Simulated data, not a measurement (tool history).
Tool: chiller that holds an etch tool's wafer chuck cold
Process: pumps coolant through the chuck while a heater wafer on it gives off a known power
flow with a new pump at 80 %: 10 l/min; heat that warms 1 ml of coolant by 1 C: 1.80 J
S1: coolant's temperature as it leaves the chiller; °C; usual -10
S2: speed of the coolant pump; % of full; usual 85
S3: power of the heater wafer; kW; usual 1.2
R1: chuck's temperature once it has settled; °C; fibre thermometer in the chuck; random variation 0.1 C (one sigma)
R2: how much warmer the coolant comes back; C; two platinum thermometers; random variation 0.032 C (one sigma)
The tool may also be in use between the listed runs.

run,hour,S1,S2,S3,R1,R2
1,0,-10,85,1.2,1.6,3.86
2,17.6,-10,85,1.2,1.5,3.85
3,54.7,-10,97,1.2,0.4,3.33
4,85.7,-10,85,0.892,-1.6,2.88
5,101.9,-10,85,0.892,-1.4,2.93
6,119.6,-10,85,0.892,-1.5,2.83
7,138.5,-10,85,1.2,1.5,3.83
8,167.5,-7,85,1.2,4.3,3.85
9,197.6,-7,85,1.2,4.6,3.88
10,226.7,-7,85,1.2,4.5,3.89
11,256.7,-7,85,1.2,4.6,3.88
12,276.2,-7,85,1.2,4.6,3.84
13,312.3,-7,85,1.2,4.5,3.85
14,340.9,-7,85,1.2,4.6,3.96
15,371.2,-7,85,1.2,4.5,3.85
16,402.4,-4,85,1.2,7.6,3.91
17,421.1,-15,85,0.661,-8.8,2.15
18,444,-10,69,0.902,0.3,3.56
19,471.4,-13,69,0.902,-3,3.6

The next listed run, before its measurement:
20,494.2,-13,69,0.902,?,?

Run 20 gave R1 -2.6 °C, R2 3.52 C.
Without the tool's hidden state the same run would have given R1 -3 °C, R2 3.43 C.
